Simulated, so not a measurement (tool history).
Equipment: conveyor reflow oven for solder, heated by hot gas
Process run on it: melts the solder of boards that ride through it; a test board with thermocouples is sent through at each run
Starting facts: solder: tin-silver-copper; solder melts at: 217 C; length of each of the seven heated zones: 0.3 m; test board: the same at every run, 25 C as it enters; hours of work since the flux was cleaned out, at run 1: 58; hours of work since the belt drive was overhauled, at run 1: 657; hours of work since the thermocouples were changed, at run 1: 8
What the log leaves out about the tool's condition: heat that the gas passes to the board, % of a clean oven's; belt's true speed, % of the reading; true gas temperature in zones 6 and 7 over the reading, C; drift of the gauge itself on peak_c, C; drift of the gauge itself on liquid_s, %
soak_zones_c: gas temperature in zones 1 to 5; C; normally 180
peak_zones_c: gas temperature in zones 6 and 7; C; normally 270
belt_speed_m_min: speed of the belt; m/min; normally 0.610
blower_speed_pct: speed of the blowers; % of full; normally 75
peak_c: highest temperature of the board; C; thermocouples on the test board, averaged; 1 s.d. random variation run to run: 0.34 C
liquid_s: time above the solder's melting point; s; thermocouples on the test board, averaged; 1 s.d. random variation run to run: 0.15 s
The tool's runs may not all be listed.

run,day,soak_zones_c,peak_zones_c,belt_speed_m_min,blower_speed_pct,hours of work since the flux was cleaned out,hours of work since the belt drive was overhauled,hours of work since the thermocouples were changed,peak_c,liquid_s
1,0.000,180,270,0.610,75,58,657,8,254.5,47.6
2,1.154,180,270,0.610,75,73,671,22,255.5,47.7
3,2.596,180,270,0.610,75,91,689,40,254.8,47.8
4,4.146,180,270,0.610,75,110,709,60,254.8,47.5
5,5.183,180,266,0.610,75,123,722,73,251.0,45.5
6,6.496,180,266,0.610,75,139,738,89,251.1,45.5
7,7.408,180,270,0.705,75,151,749,100,249.4,37.5
8,8.767,180,270,0.610,75,168,766,117,254.0,47.3
9,9.704,180,270,0.610,55,179,778,129,248.9,43.0
10,10.492,180,270,0.610,55,189,788,139,248.1,42.7
11,11.238,165,270,0.610,75,199,797,148,251.1,41.4
12,12.542,180,270,0.610,75,215,814,165,254.2,47.0
13,13.971,180,270,0.630,75,233,831,182,252.7,44.7
14,14.696,180,270,0.630,75,242,840,191,252.4,44.7
15,15.525,180,270,0.630,75,252,851,202,251.9,44.7
16,17.054,185,270,0.630,69,271,870,221,251.4,45.6
17,18.154,185,270,0.630,69,285,884,235,251.7,45.8
18,19.108,180,279,0.539,67,297,896,247,262.9,58.5
19,19.821,180,261,0.539,59,306,904,255,245.5,47.8
20,20.904,180,261,0.539,59,319,918,269,244.8,47.9
21,21.771,180,281,0.539,59,330,929,280,262.6,58.2
# day 23.075: flux residue cleaned out of gas plates and filters
22,23.454,180,270,0.713,75,5,947,298,249.9,37.7
23,24.633,180,263,0.504,77,19,962,313,252.8,58.8
24,25.479,180,263,0.556,77,30,972,323,251.1,51.4
25,26.862,188,263,0.643,85,47,990,341,249.0,45.8
26,27.508,173,270,0.610,75,55,998,349,253.2,44.9
27,28.692,180,261,0.524,76,70,1013,364,249.9,54.5
28,29.325,177,272,0.607,57,78,1020,371,250.2,43.8
29,29.971,165,272,0.607,64,86,1028,380,250.4,40.8
30,31.125,165,272,0.607,64,100,1043,394,250.2,40.5

Hidden state at the last listed run before each entry between runs and at the first one after, where it differs:
Between runs 21 and 22: flux residue cleaned out of gas plates and filters (day 23.075)
  heat that the gas passes to the board, % of a clean oven's: 91.2 -> 98.9; belt's true speed, % of the reading: 98.42 -> 98.39; true gas temperature in zones 6 and 7 over the reading, C: -0.95 -> -1.01
  the result without the hidden state subtracted from the measured one, peak_c: -2.1 -> -0.6 C; liquid_s: -0.2 -> +0.3 s
